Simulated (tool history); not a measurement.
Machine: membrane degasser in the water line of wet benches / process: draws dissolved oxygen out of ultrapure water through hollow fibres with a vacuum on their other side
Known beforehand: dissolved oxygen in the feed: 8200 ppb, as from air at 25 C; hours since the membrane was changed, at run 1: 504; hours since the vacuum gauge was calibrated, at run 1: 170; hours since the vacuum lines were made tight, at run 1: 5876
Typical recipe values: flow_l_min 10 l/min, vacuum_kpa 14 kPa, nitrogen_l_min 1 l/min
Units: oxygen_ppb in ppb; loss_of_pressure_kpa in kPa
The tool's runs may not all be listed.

run,hour,flow_l_min,vacuum_kpa,nitrogen_l_min,hours since the membrane was changed,hours since the vacuum gauge was calibrated,hours since the vacuum lines were made tight,oxygen_ppb,loss_of_pressure_kpa
1,0,10,14,1,504,170,5876,265.2,34.44
2,85.3,10,14,1,589,255,5961,263.4,34.57
3,149.6,10,14,1,653,320,6025,262.1,34.45
4,255.7,10,14,1,759,426,6132,262.2,34.15
# hour 306.9: seals of the vacuum lines changed
5,362.8,10,14,1,865,531,56,252.9,34.28
6,421.2,10,14,1,923,589,114,253.5,34.38
# hour 428.2: vacuum gauge calibrated
7,520.3,12,14,0.58,1022,92,213,476.3,41.33
8,615.2,10,19.4,1.14,1116,187,308,328.8,34.5
9,709.4,6,20.1,1.14,1211,281,402,216.9,20.81
10,766,15,14,1,1267,338,459,363.9,52.5
11,841,9,21.5,0.62,1342,413,534,592.3,31.11
# hour 940.8: vacuum gauge calibrated, once more
12,943.5,10,25,0.62,1444,3,636,731.4,34.71

5 ways to go on from here, each from the tool as it stands after run 12. What would each give?
A,1052.8,10,33.8,0.4,1554,112,745,?,?
B,1052.8,9,14.3,0.9,1554,112,745,?,?
C,1052.8,10,32,1,1554,112,745,?,?
D,1052.8,7,25.8,2.57,1554,112,745,?,?
E,1052.8,10,18.6,0.62,1554,112,745,?,?

run,oxygen_ppb,loss_of_pressure_kpa
A,1402.5,34.51
B,256.6,31.2
C,646.8,34.84
D,154.1,23.96
E,538.1,35.01
What these runs would have given with no unlogged condition in the tool:
run,oxygen_ppb,loss_of_pressure_kpa
A,1399.7,34.16
B,255.9,30.88
C,644.3,34.48
D,152.9,23.71
E,536.9,34.65
